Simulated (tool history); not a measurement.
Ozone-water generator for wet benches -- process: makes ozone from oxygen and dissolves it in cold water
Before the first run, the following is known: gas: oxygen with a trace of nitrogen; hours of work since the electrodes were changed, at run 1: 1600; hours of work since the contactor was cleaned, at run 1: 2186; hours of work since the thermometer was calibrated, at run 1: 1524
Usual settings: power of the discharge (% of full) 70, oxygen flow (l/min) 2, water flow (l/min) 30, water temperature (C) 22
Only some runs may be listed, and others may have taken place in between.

run,hour,power of the discharge (% of full),oxygen flow (l/min),water flow (l/min),water temperature (C),hours of work since the electrodes were changed,hours of work since the contactor was cleaned,hours of work since the thermometer was calibrated,dissolved ozone (ppm),ozone in the gas ahead of the water (g/m3)
1,0,70,2,30,22,1600,2186,1524,8.8,212.4
# hour 47.4: contactor cleaned
2,58.2,70,2,30,22,1640,8,1564,8.9,216.7
3,119.2,70,2,30,22,1686,54,1610,9,217.1
4,172.7,70,2,30,22,1726,94,1650,8.9,217
5,204.2,70,2,42,22,1750,118,1674,5.9,215.4
6,232.2,52,2,30,22,1771,139,1695,7,171.8
7,263.5,46,2,30,22,1794,162,1718,6.7,157.6
8,324.6,70,2,30,22,1840,208,1764,8.9,215.7
9,383.4,70,1.33,30,22,1884,252,1808,7,244.5
10,442,70,1.33,30,22,1928,296,1852,7.1,242.5
11,483.6,70,1.33,30,22,1959,327,1883,7.2,244.6
12,548.7,70,2,30,14,2008,376,1932,9,216.7
13,587.4,70,2,30,14,2037,405,1961,9.2,215.2
14,633.5,70,2,30,17,2072,440,1996,9.1,214.8
15,664.7,70,2,30,17,2095,463,2019,9.2,214.8
16,730.9,87,2.89,26,22,2145,513,2069,14.4,225.3
17,759.1,95,1.19,35,22,2166,534,2090,7.1,317
18,812.8,70,2.13,36,22,2206,574,2130,7.5,212
19,877.4,70,2,30,18,2255,623,2179,9.2,214.5
20,941.4,70,1.21,30,18,2303,671,2227,7,250.8
21,979.5,70,1.21,30,23,2331,699,2255,6.8,252.6
22,1018.6,70,1.89,29,23,2361,729,2285,8.6,219.5
23,1055.4,70,1.89,23,23,2388,756,2312,11.4,219
24,1088.9,72,3.55,30,22,2413,781,2337,11.6,183.1
25,1154.5,70,2,30,14,2463,831,2387,9.1,212.2
26,1191.8,70,2,27,14,2491,859,2415,10.4,216.2
27,1235.8,78,2.53,41,17,2524,892,2448,7.8,214.8
28,1294.6,78,2.53,41,17,2568,936,2492,7.5,216.8
29,1334.8,78,2.53,41,17,2598,966,2522,7.8,216.9
30,1366.7,78,2.53,41,17,2622,990,2546,7.6,215.7

Hidden condition of the tool, last listed run before each entry between runs versus first listed run after:
Logged between run 1 and run 2: contactor cleaned (hour 47.4)
  the hidden state is the same at both runs

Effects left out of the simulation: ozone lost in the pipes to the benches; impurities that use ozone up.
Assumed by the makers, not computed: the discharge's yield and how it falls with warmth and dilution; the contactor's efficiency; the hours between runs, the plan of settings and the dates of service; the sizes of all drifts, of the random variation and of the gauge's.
